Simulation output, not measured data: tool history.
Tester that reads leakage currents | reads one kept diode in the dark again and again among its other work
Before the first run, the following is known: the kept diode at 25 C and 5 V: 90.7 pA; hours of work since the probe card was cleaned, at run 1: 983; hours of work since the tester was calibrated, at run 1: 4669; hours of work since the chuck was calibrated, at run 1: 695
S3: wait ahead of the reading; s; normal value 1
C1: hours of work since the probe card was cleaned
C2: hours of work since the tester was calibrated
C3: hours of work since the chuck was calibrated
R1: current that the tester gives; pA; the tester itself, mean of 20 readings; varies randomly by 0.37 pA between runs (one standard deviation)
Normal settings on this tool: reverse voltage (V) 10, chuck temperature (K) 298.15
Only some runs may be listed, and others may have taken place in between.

run 1 hour=0 | reverse_voltage_(V)=10 chuck_temperature_(K)=298.15 S3=1 | C1=983 C2=4669 C3=695 | R1=132.18
run 2 hour=161.5 | reverse_voltage_(V)=10 chuck_temperature_(K)=298.15 S3=1 | C1=1092 C2=4778 C3=804 | R1=134.03
run 3 hour=386.5 | reverse_voltage_(V)=10 chuck_temperature_(K)=298.15 S3=3.26 | C1=1245 C2=4931 C3=956 | R1=132.4
-- hour=439.8 tester calibrated
run 4 hour=644.3 | reverse_voltage_(V)=10 chuck_temperature_(K)=312.15 S3=3.26 | C1=1418 C2=138 C3=1130 | R1=331.49
run 5 hour=875.9 | reverse_voltage_(V)=10 chuck_temperature_(K)=312.15 S3=3.26 | C1=1575 C2=295 C3=1286 | R1=333.35
-- hour=1016.6 probe card cleaned and baked
-- hour=1094 chuck's temperature calibrated
run 6 hour=1094 | reverse_voltage_(V)=10 chuck_temperature_(K)=298.15 S3=8.26 | C1=51 C2=440 C3=0 | R1=119.41
run 7 hour=1360.7 | reverse_voltage_(V)=10 chuck_temperature_(K)=298.15 S3=8.26 | C1=232 C2=620 C3=181 | R1=121.84
run 8 hour=1471.3 | reverse_voltage_(V)=10 chuck_temperature_(K)=298.15 S3=8.26 | C1=307 C2=695 C3=255 | R1=123.15
run 9 hour=1639.3 | reverse_voltage_(V)=10 chuck_temperature_(K)=298.15 S3=8.26 | C1=420 C2=809 C3=369 | R1=124
run 10 hour=1835.8 | reverse_voltage_(V)=10 chuck_temperature_(K)=298.15 S3=8.26 | C1=553 C2=942 C3=502 | R1=125.2
run 11 hour=2033.5 | reverse_voltage_(V)=10 chuck_temperature_(K)=298.15 S3=8.26 | C1=687 C2=1076 C3=636 | R1=126.5
run 12 hour=2233.5 | reverse_voltage_(V)=10 chuck_temperature_(K)=298.15 S3=8.26 | C1=823 C2=1211 C3=772 | R1=129.02
run 13 hour=2412.4 | reverse_voltage_(V)=10 chuck_temperature_(K)=298.15 S3=8.26 | C1=944 C2=1332 C3=893 | R1=130.16
run 14 hour=2609.4 | reverse_voltage_(V)=10 chuck_temperature_(K)=298.15 S3=8.26 | C1=1077 C2=1466 C3=1026 | R1=130.64
run 15 hour=2873.8 | reverse_voltage_(V)=10 chuck_temperature_(K)=298.15 S3=8.26 | C1=1256 C2=1645 C3=1205 | R1=132.96
run 16 hour=3058.4 | reverse_voltage_(V)=10 chuck_temperature_(K)=302.15 S3=8.26 | C1=1381 C2=1770 C3=1330 | R1=174.4
-- hour=3199 chuck's temperature calibrated
run 17 hour=3201.6 | reverse_voltage_(V)=10 chuck_temperature_(K)=298.15 S3=1 | C1=1477 C2=1865 C3=2 | R1=132.15
run 18 hour=3330.3 | reverse_voltage_(V)=10 chuck_temperature_(K)=298.15 S3=1 | C1=1564 C2=1952 C3=89 | R1=133.33
run 19 hour=3462 | reverse_voltage_(V)=10 chuck_temperature_(K)=298.15 S3=1 | C1=1653 C2=2042 C3=178 | R1=133.98
-- hour=3496 probe card cleaned and baked
run 20 hour=3631.6 | reverse_voltage_(V)=10 chuck_temperature_(K)=298.15 S3=1 | C1=92 C2=2154 C3=291 | R1=125.67
run 21 hour=3772.5 | reverse_voltage_(V)=10 chuck_temperature_(K)=305.15 S3=3.58 | C1=187 C2=2250 C3=386 | R1=202.95
run 22 hour=3988.7 | reverse_voltage_(V)=15.3 chuck_temperature_(K)=298.15 S3=1 | C1=334 C2=2396 C3=533 | R1=154.06
run 23 hour=4157 | reverse_voltage_(V)=8.5 chuck_temperature_(K)=298.15 S3=1.87 | C1=448 C2=2510 C3=647 | R1=119.8
run 24 hour=4307.2 | reverse_voltage_(V)=4.2 chuck_temperature_(K)=330.15 S3=1.26 | C1=549 C2=2612 C3=748 | R1=708.64
run 25 hour=4509.2 | reverse_voltage_(V)=12.3 chuck_temperature_(K)=321.15 S3=3.37 | C1=686 C2=2749 C3=885 | R1=634.28
run 26 hour=4699.1 | reverse_voltage_(V)=12.3 chuck_temperature_(K)=321.15 S3=3.37 | C1=815 C2=2877 C3=1014 | R1=637.25
run 27 hour=4829.7 | reverse_voltage_(V)=10 chuck_temperature_(K)=325.15 S3=5.28 | C1=903 C2=2966 C3=1102 | R1=749.78
run 28 hour=4959.7 | reverse_voltage_(V)=12.1 chuck_temperature_(K)=330.15 S3=3.35 | C1=991 C2=3054 C3=1190 | R1=1094.28
run 29 hour=5145.3 | reverse_voltage_(V)=12.1 chuck_temperature_(K)=330.15 S3=3.35 | C1=1117 C2=3179 C3=1316 | R1=1093.89
run 30 hour=5302.8 | reverse_voltage_(V)=1.4 chuck_temperature_(K)=306.15 S3=1.41 | C1=1223 C2=3286 C3=1423 | R1=104.41
-- hour=5329.1 chuck's temperature calibrated
run 31 hour=5500.6 | reverse_voltage_(V)=10 chuck_temperature_(K)=326.15 S3=1 | C1=1356 C2=3419 C3=116 | R1=778.43
run 32 hour=5688.9 | reverse_voltage_(V)=9.2 chuck_temperature_(K)=298.15 S3=1.15 | C1=1484 C2=3546 C3=244 | R1=128.4
run 33 hour=5953.3 | reverse_voltage_(V)=9.2 chuck_temperature_(K)=298.15 S3=1.15 | C1=1662 C2=3725 C3=423 | R1=129.81
-- hour=5977 probe card cleaned and baked
run 34 hour=6137.9 | reverse_voltage_(V)=1 chuck_temperature_(K)=298.15 S3=0.45 | C1=109 C2=3848 C3=546 | R1=50.3
run 35 hour=6296.3 | reverse_voltage_(V)=10.2 chuck_temperature_(K)=309.15 S3=1 | C1=216 C2=3955 C3=653 | R1=270.57
run 36 hour=6501.5 | reverse_voltage_(V)=18.3 chuck_temperature_(K)=302.15 S3=6.65 | C1=355 C2=4094 C3=792 | R1=214.25
run 37 hour=6770.3 | reverse_voltage_(V)=1.6 chuck_temperature_(K)=325.15 S3=1.92 | C1=537 C2=4276 C3=974 | R1=363.92
run 38 hour=6956.5 | reverse_voltage_(V)=1.6 chuck_temperature_(K)=325.15 S3=1.92 | C1=663 C2=4402 C3=1100 | R1=364.68
run 39 hour=7151.5 | reverse_voltage_(V)=4.3 chuck_temperature_(K)=326.15 S3=0.91 | C1=795 C2=4534 C3=1232 | R1=575.55

Forecast each of these 4 alternatives for the next run:
run A hour=7370.3 | reverse_voltage_(V)=4.8 chuck_temperature_(K)=298.15 S3=1.06 | C1=943 C2=4683 C3=1380 | R1=?
run B hour=7370.3 | reverse_voltage_(V)=10 chuck_temperature_(K)=298.15 S3=1 | C1=943 C2=4683 C3=1380 | R1=?
run C hour=7370.3 | reverse_voltage_(V)=10 chuck_temperature_(K)=298.15 S3=0.49 | C1=943 C2=4683 C3=1380 | R1=?
run D hour=7370.3 | reverse_voltage_(V)=3.5 chuck_temperature_(K)=312.15 S3=1.6 | C1=943 C2=4683 C3=1380 | R1=?

run=A R1=99.41
run=B R1=135.42
run=C R1=139.25
run=D R1=223.74
Without the tool's hidden state the same runs would have given:
run=A R1=91.13
run=B R1=122.52
run=C R1=126.28
run=D R1=209.26
